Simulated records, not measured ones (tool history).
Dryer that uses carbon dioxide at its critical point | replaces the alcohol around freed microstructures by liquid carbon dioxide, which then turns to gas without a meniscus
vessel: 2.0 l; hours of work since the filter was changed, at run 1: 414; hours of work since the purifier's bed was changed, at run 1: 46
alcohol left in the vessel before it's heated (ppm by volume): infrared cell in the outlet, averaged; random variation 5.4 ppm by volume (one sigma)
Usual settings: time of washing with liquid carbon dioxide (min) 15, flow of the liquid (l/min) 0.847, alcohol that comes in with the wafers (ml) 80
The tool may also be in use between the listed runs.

run     day  time of washing with liquid carbon dioxide (min)  flow of the liquid (l/min)  alcohol that comes in with the wafers (ml)  hours of work since the filter was changed  hours of work since the purifier's bed was changed  alcohol left in the vessel before it's heated (ppm by volume)
  1   0.000                                                15                       0.847                                          80                                         414                                                  46                                                            179
  2   1.383                                                15                       0.847                                          33                                         434                                                  66                                                             74
  3   2.383                                                15                       0.847                                          33                                         448                                                  81                                                             90
  4   4.338                                                15                       0.847                                          80                                         476                                                 109                                                            189
  5   5.846                                                15                       0.847                                          80                                         498                                                 130                                                            197
  6   6.729                                                15                       0.847                                          80                                         511                                                 143                                                            189
      7.921  -- inlet filter changed
  7   8.171                                                15                       0.847                                          80                                           4                                                 163                                                            149
  8  10.229                                                15                       0.847                                          24                                          33                                                 193                                                             56
  9  11.488                                                15                       0.847                                          24                                          51                                                 211                                                             63
 10  13.275                                                15                       0.847                                          24                                          77                                                 236                                                             59
 11  15.221                                                15                       0.847                                          24                                         105                                                 264                                                             56
 12  16.250                                                15                       0.846                                          80                                         119                                                 279                                                            171
 13  18.354                                                15                       0.846                                          80                                         150                                                 309                                                            179
 14  19.571                                                12                       0.847                                          80                                         167                                                 326                                                            465
 15  21.417                                                12                       0.847                                          80                                         194                                                 353                                                            494
 16  23.046                                                12                       0.847                                          80                                         217                                                 376                                                            489
 17  24.992                                                12                       0.872                                          80                                         245                                                 404                                                            433
 18  26.679                                                12                       0.872                                          80                                         269                                                 428                                                            459
 19  27.658                                                21                       1.085                                         118                                         283                                                 442                                                             28
 20  29.375                                                17                       0.570                                          80                                         308                                                 467                                                            608
 21  30.912                                                19                       1.213                                          31                                         330                                                 489                                                             42
 22  33.042                                                 9                       0.579                                          29                                         360                                                 520                                                           1544
 23  35.025                                                 9                       0.579                                          29                                         389                                                 548                                                           1572
 24  36.846                                                15                       0.800                                          80                                         415                                                 574                                                            270
 25  38.988                                                11                       0.800                                          21                                         445                                                 605                                                            296
 26  40.283                                                15                       1.254                                          39                                         464                                                 623                                                             50
 27  41.808                                                18                       0.515                                          52                                         486                                                 645                                                            522
 28  43.229                                                18                       0.515                                          52                                         506                                                 666                                                            528
     44.671  -- inlet filter changed
 29  45.208                                                14                       0.737                                          52                                           8                                                 693                                                            290
 30  46.338                                                22                       0.701                                          20                                          24                                                 710                                                             62
 31  47.804                                                18                       1.425                                          38                                          45                                                 731                                                             55
 32  49.812                                                18                       1.425                                          38                                          74                                                 759                                                             60
 33  50.696                                                14                       1.045                                          27                                          86                                                 772                                                             84
 34  51.825                                                15                       0.554                                          70                                         103                                                 788                                                            895
 35  53.788                                                12                       0.847                                          43                                         131                                                 816                                                            290
 36  55.804                                                12                       0.847                                          43                                         160                                                 845                                                            305

Measured less the same run without the tool's hidden state. The same run-to-run variation is in both; the gauge's scatter may not be:
The hidden state here: flow that reaches the vessel past the clogged filter, %; alcohol in the recycled carbon dioxide, ppm; drift of the gauge itself on alcohol_ppm, %.
run  alcohol left in the vessel before it's heated (ppm by volume)
  1                                                            +45
  2                                                            +24
  3                                                            +25
  4                                                            +56
  5                                                            +63
  6                                                            +64
  7                                                            +13
  8                                                            +15
  9                                                            +16
 10                                                            +20
 11                                                            +21
 12                                                            +33
 13                                                            +37
 14                                                            +67
 15                                                            +76
 16                                                            +82
 17                                                            +84
 18                                                            +92
 19                                                            +28
 20                                                           +124
 21                                                            +34
 22                                                           +189
 23                                                           +206
 24                                                            +94
 25                                                            +91
 26                                                            +45
 27                                                           +150
 28                                                           +157
 29                                                            +49
 30                                                            +48
 31                                                            +50
 32                                                            +52
 33                                                            +53
 34                                                            +96
 35                                                            +72
 36                                                            +81
